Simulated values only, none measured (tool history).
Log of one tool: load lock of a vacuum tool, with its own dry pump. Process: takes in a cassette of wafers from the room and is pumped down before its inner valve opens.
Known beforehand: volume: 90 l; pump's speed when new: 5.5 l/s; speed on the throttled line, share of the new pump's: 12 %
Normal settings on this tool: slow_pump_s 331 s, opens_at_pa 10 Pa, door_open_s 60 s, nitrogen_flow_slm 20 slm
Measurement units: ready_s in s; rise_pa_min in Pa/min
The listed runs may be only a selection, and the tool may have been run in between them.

| run | day | slow_pump_s | opens_at_pa | door_open_s | nitrogen_flow_slm | incoming humidity of the room's air, % | ready_s | rise_pa_min |
|---|---|---|---|---|---|---|---|---|
| 1 | 0.000 | 331 | 10 | 60 | 20 | 44.1 | 453.9 | 0.028 |
| 2 | 6.879 | 331 | 10 | 60 | 20 | 46.5 | 453.0 | 0.036 |
| 3 | 14.179 | 331 | 10 | 60 | 20 | 44.5 | 451.9 | 0.039 |
| 4 | 19.542 | 331 | 10 | 60 | 20 | 48.1 | 452.3 | 0.042 |
| 5 | 24.233 | 331 | 10 | 60 | 20 | 43.4 | 450.1 | 0.041 |
| 6 | 28.583 | 331 | 10 | 60 | 20 | 44.4 | 452.3 | 0.043 |
| 7 | 35.700 | 331 | 10 | 60 | 20 | 44.2 | 450.6 | 0.045 |
| 8 | 39.983 | 331 | 10 | 60 | 20 | 47.0 | 456.1 | 0.049 |
| 9 | 43.483 | 331 | 10 | 60 | 20 | 44.0 | 451.5 | 0.054 |
| 10 | 51.650 | 331 | 10 | 60 | 20 | 47.7 | 453.7 | 0.056 |
| 11 | 57.225 | 331 | 10 | 60 | 20 | 44.5 | 451.9 | 0.060 |
| 12 | 61.746 | 331 | 10 | 60 | 20 | 47.8 | 453.3 | 0.064 |
| 13 | 66.246 | 331 | 14 | 60 | 20 | 44.9 | 444.9 | 0.060 |
| 14 | 70.600 | 331 | 14 | 41 | 20 | 45.5 | 448.7 | 0.066 |
| 15 | 74.729 | 331 | 14 | 41 | 20 | 46.4 | 446.5 | 0.060 |
| 16 | 78.117 | 331 | 8 | 60 | 20 | 42.5 | 455.1 | 0.069 |
| 17 | 81.817 | 331 | 20 | 60 | 20 | 47.6 | 437.7 | 0.073 |
| 18 | 89.075 | 331 | 20 | 60 | 20 | 47.2 | 440.2 | 0.076 |
| 19 | 96.817 | 240 | 11 | 178 | 7 | 44.4 | 372.7 | 0.103 |
| 20 | 103.042 | 240 | 11 | 178 | 7 | 46.7 | 375.0 | 0.108 |
| 21 | 108.879 | 240 | 11 | 178 | 7 | 46.3 | 375.4 | 0.115 |
| 22 | 115.667 | 240 | 11 | 178 | 7 | 45.4 | 375.4 | 0.120 |
| 23 | 123.496 | 614 | 9 | 178 | 6 | 48.6 | 703.3 | 0.128 |
| 24 | 129.658 | 205 | 9 | 178 | 6 | 46.0 | 349.7 | 0.132 |

Subtracting, for every run, the result it would have given without the tool's unlogged condition from the measured result gives the following. The same run-to-run variation enters both numbers; the gauge's scatter may not:
Hidden state at play: pump's speed, % of a new pump's; leak at the door's seal, Pa l/s; drift of the gauge itself on ready_s, %; drift of the gauge itself on rise_pa_min, %.
| run | ready_s | rise_pa_min |
|---|---|---|
| 1 | +6.5 | +0.008 |
| 2 | +6.8 | +0.010 |
| 3 | +7.1 | +0.013 |
| 4 | +7.3 | +0.016 |
| 5 | +7.5 | +0.017 |
| 6 | +7.7 | +0.019 |
| 7 | +8.0 | +0.022 |
| 8 | +8.3 | +0.023 |
| 9 | +8.4 | +0.025 |
| 10 | +8.8 | +0.029 |
| 11 | +9.0 | +0.031 |
| 12 | +9.2 | +0.033 |
| 13 | +8.8 | +0.035 |
| 14 | +9.1 | +0.038 |
| 15 | +9.3 | +0.041 |
| 16 | +10.2 | +0.041 |
| 17 | +9.0 | +0.044 |
| 18 | +9.3 | +0.048 |
| 19 | +12.0 | +0.053 |
| 20 | +12.3 | +0.056 |
| 21 | +12.6 | +0.059 |
| 22 | +12.9 | +0.065 |
| 23 | +8.7 | +0.070 |
| 24 | +14.2 | +0.074 |

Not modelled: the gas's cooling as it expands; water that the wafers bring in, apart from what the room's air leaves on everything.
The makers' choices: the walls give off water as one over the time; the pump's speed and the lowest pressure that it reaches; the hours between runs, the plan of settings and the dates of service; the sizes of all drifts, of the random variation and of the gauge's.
